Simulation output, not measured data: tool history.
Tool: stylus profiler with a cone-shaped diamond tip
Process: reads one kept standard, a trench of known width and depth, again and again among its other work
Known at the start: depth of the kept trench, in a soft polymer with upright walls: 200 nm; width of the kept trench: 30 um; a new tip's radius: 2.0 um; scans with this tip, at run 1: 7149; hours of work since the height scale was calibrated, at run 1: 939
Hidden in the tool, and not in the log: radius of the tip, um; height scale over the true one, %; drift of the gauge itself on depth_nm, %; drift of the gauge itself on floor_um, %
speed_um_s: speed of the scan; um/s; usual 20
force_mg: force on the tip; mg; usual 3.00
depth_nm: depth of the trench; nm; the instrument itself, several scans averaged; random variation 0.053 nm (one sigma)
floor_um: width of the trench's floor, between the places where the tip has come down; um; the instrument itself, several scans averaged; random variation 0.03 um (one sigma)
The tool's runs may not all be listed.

run      day  speed_um_s  force_mg  scans with this tip  hours of work since the height scale was calibrated  depth_nm  floor_um
  1    0.000          20      3.00                 7149                                                  939    201.52     27.54
  2    3.233          20      3.00                 7537                                                  990    201.39     27.50
  3    7.742          23      3.00                 8077                                                 1061    201.39     27.41
  4   12.104          23      3.00                 8600                                                 1130    201.41     27.47
  5   16.500          49      3.00                 9127                                                 1199    201.32     27.27
  6   19.283          49      3.00                 9460                                                 1243    201.28     27.24
  7   22.246          49      3.00                 9815                                                 1290    201.28     27.18
  8   26.929          49      3.00                10376                                                 1363    201.33     27.13
  9   31.375          20      2.86                10909                                                 1433    201.31     27.26
 10   35.017          20      2.86                11345                                                 1491    201.17     27.24
 11   37.958          20      2.89                11698                                                 1537    201.21     27.23
 12   41.142          10      3.00                12080                                                 1587    201.29     27.20
 13   45.654          20      3.00                12620                                                 1658    201.18     27.15
 14   49.000          20      3.00                13021                                                 1711    201.11     27.13
 15   50.983          20      3.00                13259                                                 1742    201.09     27.11
 16   54.750          20      3.00                13710                                                 1801    201.13     27.13
 17   58.529          20      3.00                14163                                                 1861    200.97     27.07
      62.283  -- height scale calibrated on a step standard
 18   62.283          20      3.00                14610                                                    0    200.77     27.04
 19   64.258          20      3.00                14847                                                   31    200.79     26.97
 20   68.696          20      3.00                15379                                                  101    200.80     26.98
 21   71.029          20      3.00                15658                                                  138    200.68     26.94
 22   73.788          61      2.42                15989                                                  181    200.50     26.71
 23   76.833          14      4.67                16354                                                  229    201.34     26.95
 24   81.425          13      3.39                16904                                                  301    200.83     26.93
 25   83.808          13      3.39                17190                                                  339    200.84     26.92
      86.438  -- height scale calibrated on a step standard, once more
      87.362  -- new tip fitted, height scale calibrated
 26   88.496          32      2.29                  136                                                   18    201.50     28.06
 27   92.967          32      2.29                  672                                                   88    201.52     28.05
 28   95.188          32      2.29                  938                                                  123    201.55     28.01
 29   99.233           7      3.30                 1423                                                  187    201.92     28.08
 30  103.167           6      5.38                 1894                                                  249    202.64     28.10
 31  107.038          33      3.48                 2358                                                  310    201.83     27.85
 32  110.046           7      1.41                 2718                                                  357    201.06     27.94
 33  112.479          13      1.46                 3010                                                  395    200.95     27.88
 34  115.004          13      1.46                 3313                                                  435    201.05     27.84
 35  118.650          20      4.16                 3749                                                  493    202.03     27.85
 36  121.779          19      4.16                 4125                                                  542    202.12     27.76
 37  125.742          19      4.16                 4599                                                  604    202.06     27.73
 38  130.175           6      3.67                 5130                                                  674    201.77     27.78
 39  133.188           6      3.67                 5492                                                  721    201.81     27.72
 40  137.975           6      3.67                 6065                                                  797    201.70     27.72
 41  140.479          20      2.70                 6365                                                  836    201.47     27.61

How the hidden state differs across the entries between the runs, from the last listed run before each to the first after it:
Between runs 17 and 18: height scale calibrated on a step standard (day 62.283)
  radius of the tip, um: 5.19 -> 5.3; height scale over the true one, %: -0.312 -> -0.445
  measured less the result without the state, depth_nm: -0.63 -> -0.90 nm; floor_um: -1.12 -> -1.14 um
Between runs 25 and 26: height scale calibrated on a step standard, once more (day 86.438); new tip fitted, height scale calibrated (day 87.362)
  radius of the tip, um: 5.89 -> 2.03; height scale over the true one, %: -0.505 -> 0.05
  measured less the result without the state, depth_nm: -1.02 -> +0.10 nm; floor_um: -1.30 -> -0.02 um
